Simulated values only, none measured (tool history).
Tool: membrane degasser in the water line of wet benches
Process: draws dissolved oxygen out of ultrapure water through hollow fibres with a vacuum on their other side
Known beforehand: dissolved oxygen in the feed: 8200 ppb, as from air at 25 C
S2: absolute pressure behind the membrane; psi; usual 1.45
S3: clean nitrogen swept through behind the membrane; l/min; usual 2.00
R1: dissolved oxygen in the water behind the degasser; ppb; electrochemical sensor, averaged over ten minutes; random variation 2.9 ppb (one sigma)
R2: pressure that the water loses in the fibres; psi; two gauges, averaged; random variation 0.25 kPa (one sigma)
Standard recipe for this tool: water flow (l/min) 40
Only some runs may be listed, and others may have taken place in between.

run 1 hour=0.0 | water_flow_(l/min)=40 S2=1.45 S3=2.00 | R1=354.3 R2=9.387
run 2 hour=124.3 | water_flow_(l/min)=40 S2=1.86 S3=2.00 | R1=469.2 R2=9.512
run 3 hour=265.2 | water_flow_(l/min)=40 S2=2.92 S3=2.00 | R1=749.4 R2=9.426
run 4 hour=351.8 | water_flow_(l/min)=40 S2=2.92 S3=2.00 | R1=745.0 R2=9.596
run 5 hour=507.7 | water_flow_(l/min)=40 S2=2.92 S3=2.00 | R1=754.7 R2=9.465
run 6 hour=660.1 | water_flow_(l/min)=40 S2=1.45 S3=2.00 | R1=352.4 R2=9.516
run 7 hour=851.5 | water_flow_(l/min)=40 S2=1.45 S3=2.00 | R1=358.9 R2=9.507
run 8 hour=1009.0 | water_flow_(l/min)=40 S2=1.45 S3=2.00 | R1=356.4 R2=9.456
run 9 hour=1187.8 | water_flow_(l/min)=40 S2=1.45 S3=2.00 | R1=355.1 R2=9.533
run 10 hour=1269.0 | water_flow_(l/min)=40 S2=1.45 S3=1.04 | R1=561.7 R2=9.494
run 11 hour=1452.1 | water_flow_(l/min)=40 S2=1.45 S3=2.00 | R1=357.0 R2=9.501
run 12 hour=1577.9 | water_flow_(l/min)=40 S2=1.45 S3=2.00 | R1=353.2 R2=9.493
run 13 hour=1729.9 | water_flow_(l/min)=40 S2=1.45 S3=2.00 | R1=353.0 R2=9.488
run 14 hour=1851.7 | water_flow_(l/min)=40 S2=1.45 S3=2.00 | R1=352.1 R2=9.484
run 15 hour=1965.9 | water_flow_(l/min)=40 S2=0.90 S3=2.00 | R1=197.4 R2=9.561
run 16 hour=2132.6 | water_flow_(l/min)=27 S2=1.35 S3=2.00 | R1=200.8 R2=6.425
run 17 hour=2301.9 | water_flow_(l/min)=47 S2=1.45 S3=2.00 | R1=434.8 R2=11.181
run 18 hour=2460.3 | water_flow_(l/min)=51 S2=1.32 S3=2.00 | R1=436.5 R2=12.092
run 19 hour=2613.2 | water_flow_(l/min)=51 S2=1.32 S3=2.00 | R1=434.8 R2=12.138
run 20 hour=2743.8 | water_flow_(l/min)=28 S2=1.45 S3=1.12 | R1=374.2 R2=6.675
run 21 hour=2884.3 | water_flow_(l/min)=28 S2=1.45 S3=1.12 | R1=367.7 R2=6.638
run 22 hour=2969.5 | water_flow_(l/min)=28 S2=1.45 S3=1.12 | R1=376.3 R2=6.651
run 23 hour=3115.7 | water_flow_(l/min)=28 S2=2.00 S3=4.15 | R1=186.7 R2=6.637
run 24 hour=3195.8 | water_flow_(l/min)=28 S2=2.70 S3=1.91 | R1=511.3 R2=6.685
run 25 hour=3362.4 | water_flow_(l/min)=30 S2=1.33 S3=2.00 | R1=221.6 R2=7.172
run 26 hour=3515.9 | water_flow_(l/min)=30 S2=1.33 S3=2.00 | R1=221.5 R2=7.132
run 27 hour=3684.3 | water_flow_(l/min)=30 S2=1.33 S3=2.00 | R1=224.1 R2=7.091
run 28 hour=3819.5 | water_flow_(l/min)=40 S2=2.96 S3=0.99 | R1=1280.5 R2=9.485
run 29 hour=3939.6 | water_flow_(l/min)=40 S2=2.96 S3=0.99 | R1=1263.7 R2=9.584
run 30 hour=4065.9 | water_flow_(l/min)=40 S2=2.96 S3=0.99 | R1=1261.1 R2=9.477

Removed from this log: 2 entries logged between the listed runs. Between which two listed runs does each belong, and how does the tool's hidden state at the listed run before it compare with that at the listed run after it?
After run 10, before run 11: seals of the vacuum lines changed (hour 1385.1)
  air that leaks in behind the membrane, l/min: 0.0023 -> 0.002
After run 22, before run 23: vacuum gauge calibrated (hour 2980.3)
  true pressure behind the membrane over the reading, kPa: 0.01 -> 0
